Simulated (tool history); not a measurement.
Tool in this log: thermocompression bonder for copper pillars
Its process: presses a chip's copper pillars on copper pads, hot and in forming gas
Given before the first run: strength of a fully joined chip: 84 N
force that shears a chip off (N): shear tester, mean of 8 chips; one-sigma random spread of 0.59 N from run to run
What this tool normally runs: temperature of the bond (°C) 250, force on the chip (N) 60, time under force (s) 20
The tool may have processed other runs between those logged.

run	day	temperature of the bond (°C)	force on the chip (N)	time under force (s)	force that shears a chip off (N)
1	0	250	60	20	48.4
2	1.229	250	60	20	48.6
3	4.033	250	60	20	47
4	6.604	250	60	20	47.4
5	8.142	250	60	20	46.8
# day 9.521: heater calibrated with a thermocouple chip
6	9.9	250	87	20	56
7	12.55	250	87	20	55.4
8	15.512	250	87	20	56.3
9	17.471	250	87	20	55.5
# day 17.908: heater calibrated with a thermocouple chip, once more
10	20.154	250	82	20	66.2
# day 20.971: forming gas filter changed
11	22.538	250	82	20	67.2
12	25.088	250	82	20	66.2
13	27.238	250	60	20	54.8
14	29.083	250	60	20	54.7
15	31.521	250	60	20	54.2
16	32.892	250	60	20	54
17	35.233	250	60	20	54.4
18	38.192	250	60	20	54.3
19	40.521	238	60	20	46.8
20	42	238	60	20	46
21	44.121	238	60	20	46
22	45.846	240	63	48	60.8
# day 46.875: forming gas filter changed
23	47.521	253	60	20	56
24	49.858	264	45	46	63.6
25	52.429	275	45	46	68.4
# day 53.275: force cell calibrated
26	54.042	221	39	13	16.5
27	56.883	234	60	20	40.5
28	58.742	250	50	11	34.1
29	61.183	224	83	22	47.7
30	62.55	270	68	20	65.9
31	64.392	235	68	10	35.5
32	65.838	235	49	14	27.8
33	67.425	248	59	12	39.4
34	69.029	248	59	12	39.8
35	70.583	256	62	11	43.9
# day 72.767: forming gas filter changed
36	72.767	275	49	29	61.2
37	74.946	258	68	41	68.5
38	77.125	278	68	37	76.7

Forecast each of these 3 alternatives for the next run:
A	78.717	235	60	20	?
B	78.717	232	37	17	?
C	78.717	278	68	58	?

run	force that shears a chip off (N)
A	38.9
B	21.1
C	78.4
The same runs, with their run-to-run variation unchanged, on a tool lacking any hidden condition would have given:
run	force that shears a chip off (N)
A	44.2
B	24.8
C	80.3
